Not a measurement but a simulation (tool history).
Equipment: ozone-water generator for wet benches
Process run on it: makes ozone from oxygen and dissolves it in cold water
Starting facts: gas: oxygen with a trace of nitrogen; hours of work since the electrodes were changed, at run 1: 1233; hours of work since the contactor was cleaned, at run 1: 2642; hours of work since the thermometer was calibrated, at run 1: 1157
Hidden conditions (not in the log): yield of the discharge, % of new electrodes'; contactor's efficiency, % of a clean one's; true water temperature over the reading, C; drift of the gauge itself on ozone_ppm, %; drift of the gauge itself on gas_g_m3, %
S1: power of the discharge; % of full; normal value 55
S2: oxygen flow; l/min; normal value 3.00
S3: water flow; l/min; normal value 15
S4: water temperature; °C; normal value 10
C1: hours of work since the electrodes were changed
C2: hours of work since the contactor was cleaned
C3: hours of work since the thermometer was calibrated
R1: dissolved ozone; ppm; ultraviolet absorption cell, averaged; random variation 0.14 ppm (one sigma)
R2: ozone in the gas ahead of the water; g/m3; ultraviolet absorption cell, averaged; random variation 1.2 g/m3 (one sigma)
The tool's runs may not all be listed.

{"run": 1, "hour": 0.0, "S1": 55, "S2": 3.0, "S3": 15, "S4": 10, "C1": 1233, "C2": 2642, "C3": 1157, "R1": 17.0, "R2": 214.8}
{"run": 2, "hour": 117.8, "S1": 55, "S2": 3.0, "S3": 15, "S4": 10, "C1": 1312, "C2": 2720, "C3": 1235, "R1": 16.7, "R2": 213.2}
{"run": 3, "hour": 166.8, "S1": 55, "S2": 3.0, "S3": 15, "S4": 10, "C1": 1344, "C2": 2753, "C3": 1268, "R1": 17.2, "R2": 214.0}
{"run": 4, "hour": 220.4, "S1": 55, "S2": 3.0, "S3": 15, "S4": 10, "C1": 1380, "C2": 2788, "C3": 1304, "R1": 17.1, "R2": 214.4}
{"run": 5, "hour": 335.4, "S1": 55, "S2": 3.0, "S3": 15, "S4": 11, "C1": 1456, "C2": 2865, "C3": 1380, "R1": 17.1, "R2": 214.9}
{"run": 6, "hour": 407.7, "S1": 55, "S2": 3.0, "S3": 15, "S4": 11, "C1": 1504, "C2": 2913, "C3": 1428, "R1": 17.1, "R2": 214.8}
{"run": 7, "hour": 490.9, "S1": 55, "S2": 3.0, "S3": 15, "S4": 11, "C1": 1560, "C2": 2968, "C3": 1484, "R1": 16.8, "R2": 212.8}
{"run": 8, "hour": 576.2, "S1": 55, "S2": 3.0, "S3": 15, "S4": 11, "C1": 1616, "C2": 3025, "C3": 1540, "R1": 16.9, "R2": 214.1}
{"hour": 627.1, "done": "contactor cleaned"}
{"run": 9, "hour": 667.9, "S1": 55, "S2": 3.0, "S3": 15, "S4": 11, "C1": 1675, "C2": 27, "C3": 1599, "R1": 16.8, "R2": 214.6}
{"run": 10, "hour": 763.6, "S1": 55, "S2": 3.0, "S3": 15, "S4": 11, "C1": 1738, "C2": 91, "C3": 1662, "R1": 16.7, "R2": 212.3}
{"run": 11, "hour": 831.1, "S1": 55, "S2": 3.0, "S3": 15, "S4": 11, "C1": 1783, "C2": 136, "C3": 1707, "R1": 16.8, "R2": 214.1}
{"run": 12, "hour": 907.5, "S1": 55, "S2": 3.0, "S3": 15, "S4": 11, "C1": 1834, "C2": 186, "C3": 1758, "R1": 17.0, "R2": 215.8}
{"run": 13, "hour": 1006.5, "S1": 55, "S2": 3.0, "S3": 15, "S4": 11, "C1": 1900, "C2": 252, "C3": 1824, "R1": 16.9, "R2": 214.3}
{"run": 14, "hour": 1125.0, "S1": 55, "S2": 5.05, "S3": 15, "S4": 11, "C1": 1979, "C2": 331, "C3": 1903, "R1": 19.0, "R2": 175.4}
{"run": 15, "hour": 1229.5, "S1": 55, "S2": 3.0, "S3": 15, "S4": 10, "C1": 2048, "C2": 401, "C3": 1972, "R1": 17.1, "R2": 214.5}
{"run": 16, "hour": 1291.1, "S1": 55, "S2": 3.0, "S3": 15, "S4": 10, "C1": 2089, "C2": 442, "C3": 2013, "R1": 17.0, "R2": 215.4}
{"run": 17, "hour": 1357.1, "S1": 55, "S2": 3.0, "S3": 15, "S4": 10, "C1": 2133, "C2": 485, "C3": 2057, "R1": 16.9, "R2": 214.5}
{"run": 18, "hour": 1408.8, "S1": 55, "S2": 3.0, "S3": 15, "S4": 10, "C1": 2168, "C2": 520, "C3": 2091, "R1": 17.1, "R2": 212.3}
{"run": 19, "hour": 1520.2, "S1": 83, "S2": 3.0, "S3": 15, "S4": 15, "C1": 2242, "C2": 594, "C3": 2165, "R1": 21.0, "R2": 281.4}
{"run": 20, "hour": 1613.6, "S1": 91, "S2": 3.0, "S3": 24, "S4": 10, "C1": 2304, "C2": 656, "C3": 2227, "R1": 13.8, "R2": 294.8}
{"run": 21, "hour": 1685.6, "S1": 45, "S2": 3.95, "S3": 13, "S4": 8, "C1": 2352, "C2": 704, "C3": 2275, "R1": 18.7, "R2": 169.5}
{"run": 22, "hour": 1768.9, "S1": 45, "S2": 3.95, "S3": 13, "S4": 8, "C1": 2407, "C2": 759, "C3": 2331, "R1": 18.7, "R2": 170.4}
{"run": 23, "hour": 1853.0, "S1": 55, "S2": 3.0, "S3": 15, "S4": 17, "C1": 2463, "C2": 815, "C3": 2387, "R1": 15.5, "R2": 215.3}
{"run": 24, "hour": 1922.8, "S1": 55, "S2": 3.0, "S3": 23, "S4": 10, "C1": 2509, "C2": 862, "C3": 2433, "R1": 10.6, "R2": 213.5}
{"run": 25, "hour": 1974.0, "S1": 55, "S2": 3.0, "S3": 23, "S4": 10, "C1": 2543, "C2": 896, "C3": 2467, "R1": 10.6, "R2": 213.3}
{"run": 26, "hour": 2033.6, "S1": 55, "S2": 3.0, "S3": 23, "S4": 10, "C1": 2583, "C2": 935, "C3": 2507, "R1": 10.7, "R2": 214.9}
{"hour": 2081.1, "done": "water thermometer calibrated"}
{"run": 27, "hour": 2089.0, "S1": 55, "S2": 3.0, "S3": 13, "S4": 15, "C1": 2619, "C2": 972, "C3": 5, "R1": 18.5, "R2": 213.8}
{"run": 28, "hour": 2153.8, "S1": 55, "S2": 3.0, "S3": 13, "S4": 15, "C1": 2663, "C2": 1015, "C3": 48, "R1": 18.6, "R2": 214.0}
{"run": 29, "hour": 2249.4, "S1": 55, "S2": 3.0, "S3": 13, "S4": 15, "C1": 2726, "C2": 1078, "C3": 112, "R1": 18.3, "R2": 216.1}
{"run": 30, "hour": 2326.3, "S1": 55, "S2": 3.0, "S3": 13, "S4": 15, "C1": 2777, "C2": 1130, "C3": 163, "R1": 18.4, "R2": 215.3}
{"run": 31, "hour": 2421.7, "S1": 55, "S2": 3.0, "S3": 22, "S4": 15, "C1": 2841, "C2": 1193, "C3": 226, "R1": 10.6, "R2": 213.7}
{"run": 32, "hour": 2479.1, "S1": 55, "S2": 3.0, "S3": 22, "S4": 15, "C1": 2879, "C2": 1231, "C3": 265, "R1": 10.6, "R2": 211.0}
{"run": 33, "hour": 2597.8, "S1": 68, "S2": 3.66, "S3": 15, "S4": 10, "C1": 2958, "C2": 1310, "C3": 344, "R1": 20.5, "R2": 228.9}
{"run": 34, "hour": 2702.3, "S1": 68, "S2": 2.62, "S3": 15, "S4": 16, "C1": 3027, "C2": 1380, "C3": 413, "R1": 17.6, "R2": 258.1}

What differs in the tool's unlogged condition from the final listed run ahead of each entry between runs to the first listed run following it?
After run 8, before run 9: contactor cleaned (hour 627.1)
  no difference in the tool's unlogged condition between these two runs
After run 26, before run 27: water thermometer calibrated (hour 2081.1)
  no difference in the tool's unlogged condition between these two runs

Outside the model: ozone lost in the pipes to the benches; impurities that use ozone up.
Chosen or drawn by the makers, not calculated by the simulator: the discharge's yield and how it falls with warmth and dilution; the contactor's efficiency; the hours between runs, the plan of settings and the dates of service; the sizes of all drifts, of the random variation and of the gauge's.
